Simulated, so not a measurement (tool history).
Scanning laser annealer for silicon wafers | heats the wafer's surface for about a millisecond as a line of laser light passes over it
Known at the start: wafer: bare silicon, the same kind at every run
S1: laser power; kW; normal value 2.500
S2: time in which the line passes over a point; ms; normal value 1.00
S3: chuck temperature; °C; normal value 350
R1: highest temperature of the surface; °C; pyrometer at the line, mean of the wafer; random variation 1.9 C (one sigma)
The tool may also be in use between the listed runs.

run 1 hour=0.0 | S1=2.500 S2=1.00 S3=350 | R1=1103
run 2 hour=25.2 | S1=2.500 S2=0.86 S3=350 | R1=1037
run 3 hour=60.2 | S1=2.500 S2=0.86 S3=350 | R1=1038
run 4 hour=91.8 | S1=2.500 S2=0.86 S3=350 | R1=1035
run 5 hour=122.9 | S1=2.500 S2=1.00 S3=350 | R1=1096
run 6 hour=161.6 | S1=2.500 S2=1.00 S3=350 | R1=1092
run 7 hour=189.3 | S1=2.427 S2=1.00 S3=350 | R1=1070
run 8 hour=215.1 | S1=2.427 S2=1.00 S3=350 | R1=1072
run 9 hour=263.6 | S1=2.427 S2=1.00 S3=350 | R1=1068
run 10 hour=293.8 | S1=2.427 S2=0.86 S3=350 | R1=1010
-- hour=314.6 window over the wafer cleaned
run 11 hour=317.7 | S1=2.500 S2=1.07 S3=350 | R1=1152
run 12 hour=351.9 | S1=2.500 S2=1.07 S3=350 | R1=1156
run 13 hour=386.9 | S1=2.500 S2=1.00 S3=350 | R1=1122
run 14 hour=434.3 | S1=2.500 S2=1.00 S3=350 | R1=1117
run 15 hour=463.4 | S1=2.500 S2=1.00 S3=350 | R1=1120
run 16 hour=500.5 | S1=2.500 S2=1.00 S3=350 | R1=1119
run 17 hour=548.9 | S1=2.500 S2=1.00 S3=350 | R1=1117
run 18 hour=594.1 | S1=2.500 S2=1.00 S3=350 | R1=1115
run 19 hour=617.8 | S1=2.500 S2=1.00 S3=320 | R1=1086
run 20 hour=655.0 | S1=2.500 S2=1.00 S3=320 | R1=1087
run 21 hour=698.8 | S1=2.500 S2=1.00 S3=320 | R1=1081
run 22 hour=746.1 | S1=2.500 S2=0.76 S3=360 | R1=1008
run 23 hour=767.5 | S1=2.580 S2=0.76 S3=346 | R1=1019
run 24 hour=812.9 | S1=2.148 S2=0.72 S3=350 | R1=874
run 25 hour=852.5 | S1=2.148 S2=0.72 S3=350 | R1=875
run 26 hour=873.1 | S1=2.148 S2=0.72 S3=350 | R1=875
run 27 hour=919.4 | S1=2.500 S2=0.82 S3=350 | R1=1021
run 28 hour=957.9 | S1=2.500 S2=0.82 S3=350 | R1=1020
run 29 hour=985.0 | S1=2.297 S2=0.73 S3=338 | R1=909
run 30 hour=1025.5 | S1=2.297 S2=0.73 S3=338 | R1=908
run 31 hour=1046.6 | S1=2.152 S2=0.93 S3=338 | R1=945
run 32 hour=1072.9 | S1=2.500 S2=1.00 S3=321 | R1=1074
run 33 hour=1120.9 | S1=2.664 S2=1.00 S3=354 | R1=1161
run 34 hour=1146.2 | S1=2.653 S2=1.12 S3=311 | R1=1173
run 35 hour=1166.9 | S1=2.647 S2=0.74 S3=346 | R1=1015
run 36 hour=1209.5 | S1=2.276 S2=1.20 S3=384 | R1=1135
run 37 hour=1236.1 | S1=2.276 S2=1.20 S3=384 | R1=1128
run 38 hour=1258.2 | S1=2.392 S2=1.20 S3=313 | R1=1101
run 39 hour=1291.1 | S1=2.478 S2=1.01 S3=371 | R1=1116
run 40 hour=1319.4 | S1=2.525 S2=1.00 S3=335 | R1=1086

The logged runs with the hidden state left out (each run's random variation unchanged):
Hidden state at play: light that passes the window, % of a clean one's; laser's true power over the reading, %; width of the line over the set one, %; drift of the gauge itself on peak_c, C.
run=1 R1=1136
run=2 R1=1068
run=3 R1=1069
run=4 R1=1068
run=5 R1=1132
run=6 R1=1129
run=7 R1=1106
run=8 R1=1110
run=9 R1=1107
run=10 R1=1046
run=11 R1=1162
run=12 R1=1167
run=13 R1=1134
run=14 R1=1130
run=15 R1=1134
run=16 R1=1134
run=17 R1=1134
run=18 R1=1133
run=19 R1=1104
run=20 R1=1106
run=21 R1=1102
run=22 R1=1027
run=23 R1=1039
run=24 R1=891
run=25 R1=893
run=26 R1=893
run=27 R1=1045
run=28 R1=1046
run=29 R1=931
run=30 R1=930
run=31 R1=969
run=32 R1=1106
run=33 R1=1197
run=34 R1=1212
run=35 R1=1046
run=36 R1=1170
run=37 R1=1164
run=38 R1=1140
run=39 R1=1153
run=40 R1=1125
